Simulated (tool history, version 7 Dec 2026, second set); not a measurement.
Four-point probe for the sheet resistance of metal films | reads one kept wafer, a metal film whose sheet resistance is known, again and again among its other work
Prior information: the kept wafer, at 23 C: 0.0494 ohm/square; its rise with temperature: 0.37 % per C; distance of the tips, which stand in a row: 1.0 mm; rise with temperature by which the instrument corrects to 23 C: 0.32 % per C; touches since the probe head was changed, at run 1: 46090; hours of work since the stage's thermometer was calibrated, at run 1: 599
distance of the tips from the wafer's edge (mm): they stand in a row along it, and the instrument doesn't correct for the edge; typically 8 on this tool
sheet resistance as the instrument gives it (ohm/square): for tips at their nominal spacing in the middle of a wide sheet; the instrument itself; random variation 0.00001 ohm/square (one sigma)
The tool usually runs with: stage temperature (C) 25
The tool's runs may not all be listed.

run   hour  stage temperature (C)  distance of the tips from the wafer's edge (mm)  touches since the probe head was changed  hours of work since the stage's thermometer was calibrated  sheet resistance as the instrument gives it (ohm/square)
  1    0.0                     25                                                8                                     46090                                                         599                                                  0.050089
  2   19.0                     25                                                7                                     46879                                                         609                                                  0.050249
  3   41.5                     25                                                7                                     47813                                                         620                                                  0.050267
  4   61.2                     25                                                8                                     48628                                                         630                                                  0.050144
  5   88.6                     19                                                8                                     49768                                                         645                                                  0.049993
  6  121.7                     25                                                4                                     51139                                                         662                                                  0.051348
  7  139.9                     25                                                8                                     51896                                                         671                                                  0.050155
     143.5  -- stage's thermometer calibrated
  8  168.8                     25                                               46                                     53075                                                          13                                                  0.049733
  9  204.0                     25                                               46                                     54536                                                          31                                                  0.049757
 10  238.6                     25                                               46                                     55973                                                          49                                                  0.049746
 11  266.0                     25                                               20                                     57108                                                          63                                                  0.049806
 12  282.7                     29                                                8                                     57801                                                          72                                                  0.050266
 13  308.9                     29                                                8                                     58888                                                          85                                                  0.050225
     343.2  -- stage's thermometer calibrated, once more
 14  344.0                     33                                                4                                     60323                                                           0                                                  0.051507
 15  368.6                     32                                               35                                     61346                                                          13                                                  0.049879
 16  392.9                     23                                               34                                     62354                                                          26                                                  0.049673
 17  418.0                     25                                                8                                     63397                                                          39                                                  0.050141
 18  445.4                     21                                               13                                     64534                                                          53                                                  0.049766
 19  472.8                     26                                               62                                     65669                                                          67                                                  0.049758
 20  494.6                     26                                               14                                     66573                                                          78                                                  0.049868
 21  527.5                     26                                               14                                     67942                                                          95                                                  0.049899
 22  545.2                     19                                               59                                     68676                                                         104                                                  0.049606
 23  580.8                     25                                               22                                     70151                                                         123                                                  0.049775

Here are 3 independent what-if runs from the current tool condition. What would each one return?
  A  595.7                     25                                                4                                     70770                                                         130                                                         ?
  B  595.7                     25                                               22                                     70770                                                         130                                                         ?
  C  595.7                     20                                               11                                     70770                                                         130                                                         ?

run  sheet resistance as the instrument gives it (ohm/square)
  A                                                  0.051358
  B                                                  0.049809
  C                                                  0.049835
What these runs would have given with no unlogged condition in the tool:
run  sheet resistance as the instrument gives it (ohm/square)
  A                                                  0.051064
  B                                                  0.049523
  C                                                  0.049548

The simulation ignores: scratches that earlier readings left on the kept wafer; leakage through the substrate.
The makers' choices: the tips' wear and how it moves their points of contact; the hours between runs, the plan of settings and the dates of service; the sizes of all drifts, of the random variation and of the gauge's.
